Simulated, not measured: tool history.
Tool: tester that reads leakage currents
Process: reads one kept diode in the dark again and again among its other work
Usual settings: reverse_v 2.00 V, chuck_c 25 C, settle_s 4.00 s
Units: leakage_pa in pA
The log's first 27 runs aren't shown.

run,hour,reverse_v,chuck_c,settle_s,hours of work since the probe card was cleaned,hours of work since the tester was calibrated,hours of work since the chuck was calibrated,leakage_pa
28,2860.6,7.30,49,1.96,1567,3271,951,78.42
# hour 2904.5: chuck's temperature calibrated
29,2988.4,10.40,49,8.38,1624,3329,38,105.66
30,3078.0,2.00,22,0.97,1665,3370,79,11.49
# hour 3152.4: probe card cleaned and baked
31,3199.1,8.60,21,0.38,21,3424,133,15.25
32,3322.7,8.60,24,0.99,78,3480,190,15.93
33,3389.1,8.60,24,0.99,108,3511,220,16.09
# hour 3419.1: tester calibrated
34,3531.2,2.00,41,4.00,172,51,284,26.02
35,3674.2,11.32,40,4.00,237,117,349,48.07
36,3810.8,11.32,26,5.78,300,179,412,20.54
37,3920.3,1.72,57,0.79,350,229,462,66.61
38,4055.9,2.00,21,1.94,412,291,524,6.84
39,4122.6,1.84,34,4.00,442,321,554,15.53

3 ways to go on from here, each from the tool as it stands after run 39. What would each give?
A,4247.4,3.55,34,0.73,499,378,611,?
B,4247.4,2.00,47,4.00,499,378,611,?
C,4247.4,2.68,33,0.67,499,378,611,?

run,leakage_pa
A,21.28
B,37.28
C,17.66
Without the tool's hidden state the same runs would have given:
run,leakage_pa
A,21.06
B,39.59
C,17.67
